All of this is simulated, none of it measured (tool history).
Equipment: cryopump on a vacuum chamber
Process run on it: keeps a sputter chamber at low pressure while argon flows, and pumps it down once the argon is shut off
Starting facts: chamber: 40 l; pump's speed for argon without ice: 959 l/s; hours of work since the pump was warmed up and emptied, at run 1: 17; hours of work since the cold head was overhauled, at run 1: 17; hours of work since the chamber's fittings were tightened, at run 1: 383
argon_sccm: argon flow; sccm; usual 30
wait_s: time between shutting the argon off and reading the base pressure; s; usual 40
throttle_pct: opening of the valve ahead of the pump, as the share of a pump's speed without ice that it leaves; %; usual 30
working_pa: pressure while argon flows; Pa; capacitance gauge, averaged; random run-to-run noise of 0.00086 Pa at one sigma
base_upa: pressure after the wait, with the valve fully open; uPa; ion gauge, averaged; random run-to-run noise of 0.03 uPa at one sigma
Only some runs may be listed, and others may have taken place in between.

run,day,argon_sccm,wait_s,throttle_pct,hours of work since the pump was warmed up and emptied,hours of work since the cold head was overhauled,hours of work since the chamber's fittings were tightened,working_pa,base_upa
1,0,30,40,30,17,17,383,0.1758,1.9
2,0.638,30,40,30,30,30,396,0.176,1.92
3,1.133,30,40,30,40,40,406,0.1773,1.87
4,1.521,30,40,30,48,48,414,0.1761,1.9
5,2.046,30,40,30,59,59,425,0.1769,1.93
6,2.625,13,40,30,71,71,437,0.0768,1.95
7,3.425,13,28,30,88,88,453,0.0773,2.47
8,4.192,13,28,30,103,103,469,0.0784,2.47
9,4.608,13,28,30,112,112,478,0.0783,2.49
10,5.067,13,28,30,122,122,487,0.077,2.55
11,5.858,13,28,30,138,138,504,0.0777,2.56
12,6.683,13,28,30,155,155,521,0.0786,2.7
13,7.512,13,28,30,172,172,538,0.0783,2.57
14,8.283,13,28,30,188,188,554,0.0796,2.61
15,8.771,13,264,30,198,198,564,0.0782,1.16
16,9.517,30,216,30,213,213,579,0.1817,1.23
17,10.221,16,21,18,228,228,594,0.1595,3.16
18,10.942,39,39,30,243,243,608,0.2374,2.31
19,11.583,35,30,18,256,256,622,0.3506,2.59
20,12.217,41,279,34,269,269,635,0.2222,1.24
21,12.904,41,279,26,283,283,649,0.2883,1.31
22,13.508,41,279,26,296,296,661,0.2874,1.28
23,14.142,21,279,31,309,309,674,0.125,1.33
24,14.942,46,21,52,325,325,691,0.1691,3.48
25,15.571,46,82,52,338,338,704,0.169,1.77
26,16.033,46,82,52,348,348,714,0.1701,1.82
27,16.667,17,40,28,361,361,727,0.1118,2.36

Forecast each of these 4 alternatives for the next run:
A,17.4,17,48,28,376,376,742,?,?
B,17.4,34,40,56,376,376,742,?,?
C,17.4,16,178,28,376,376,742,?,?
D,17.4,25,34,28,376,376,742,?,?

run,working_pa,base_upa
A,0.1132,2.24
B,0.1193,2.42
C,0.1057,1.51
D,0.1662,2.6
With no hidden state in the tool, these same runs would have given:
run,working_pa,base_upa
A,0.1074,1.27
B,0.1077,1.47
C,0.1003,0.57
D,0.1577,1.66
